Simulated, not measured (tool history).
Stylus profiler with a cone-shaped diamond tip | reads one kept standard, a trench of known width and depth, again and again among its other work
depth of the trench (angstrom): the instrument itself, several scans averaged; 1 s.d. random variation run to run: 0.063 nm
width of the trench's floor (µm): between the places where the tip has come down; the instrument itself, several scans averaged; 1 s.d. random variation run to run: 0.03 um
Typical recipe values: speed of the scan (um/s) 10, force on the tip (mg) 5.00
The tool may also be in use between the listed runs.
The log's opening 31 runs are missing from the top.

run     day  speed of the scan (um/s)  force on the tip (mg)  depth of the trench (angstrom)  width of the trench's floor (µm)
 32  25.854                         5                   6.07                          2059.4                             97.88
 33  26.558                         5                   6.07                          2060.1                             97.84
 34  27.421                         4                   8.65                          2074.3                             97.81
 35  28.517                        10                   2.54                          2036.8                             97.82
 36  29.521                        10                   2.54                          2035.7                             97.80
 37  30.275                         3                  14.58                          2103.9                             97.81
 38  31.104                         3                   1.73                          2030.5                             97.83
 39  32.142                        10                   3.84                          2044.7                             97.82
 40  33.279                        18                   8.60                          2073.4                             97.81
 41  34.454                         8                   6.06                          2059.2                             97.83
 42  34.967                         8                   6.06                          2060.2                             97.79
 43  35.679                         8                   6.06                          2061.4                             97.79

Predict each of these 3 candidate next runs independently; none follows another, all start after run 43:
  A  36.404                         5                   7.90                               ?                                 ?
  B  36.404                         8                   6.69                               ?                                 ?
  C  36.404                         2                   5.00                               ?                                 ?

run  depth of the trench (angstrom)  width of the trench's floor (µm)
  A                          2071.5                             97.79
  B                          2064.1                             97.80
  C                          2053.7                             97.81
With the hidden condition removed and each run's random variation left untouched, the same runs would have given:
run  depth of the trench (angstrom)  width of the trench's floor (µm)
  A                          2064.9                             98.01
  B                          2057.5                             98.03
  C                          2047.1                             98.03

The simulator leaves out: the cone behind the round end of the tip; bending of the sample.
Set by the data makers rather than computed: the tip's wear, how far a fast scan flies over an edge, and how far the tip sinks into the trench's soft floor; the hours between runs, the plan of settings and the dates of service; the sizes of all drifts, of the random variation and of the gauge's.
